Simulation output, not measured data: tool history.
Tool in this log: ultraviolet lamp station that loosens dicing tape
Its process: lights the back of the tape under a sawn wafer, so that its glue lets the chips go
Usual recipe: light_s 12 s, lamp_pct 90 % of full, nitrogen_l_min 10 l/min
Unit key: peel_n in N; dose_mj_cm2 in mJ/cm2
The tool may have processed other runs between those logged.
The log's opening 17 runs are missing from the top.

run	day	light_s	lamp_pct	nitrogen_l_min	peel_n	dose_mj_cm2
18	38.217	21	90	10	0.254	717
19	40.496	21	90	10	0.277	694
20	42.883	21	90	10	0.298	673
21	44.846	12	90	10	1.229	373
22	46.138	12	92	10	1.155	375
23	48.867	12	92	10	1.260	361
# day 50.517: window cleaned of glue's vapour
24	51.708	12	69	3	2.738	309
25	53.092	12	96	18	0.697	424

Run 26 is up next; what results do you expect?
26	55.375	9	64	4	?	?

{"run 26": {"peel_n": 3.824, "dose_mj_cm2": 203}}
Had the tool carried no hidden state, the very same run would have given peel_n 2.870 N, dose_mj_cm2 273 mJ/cm2.

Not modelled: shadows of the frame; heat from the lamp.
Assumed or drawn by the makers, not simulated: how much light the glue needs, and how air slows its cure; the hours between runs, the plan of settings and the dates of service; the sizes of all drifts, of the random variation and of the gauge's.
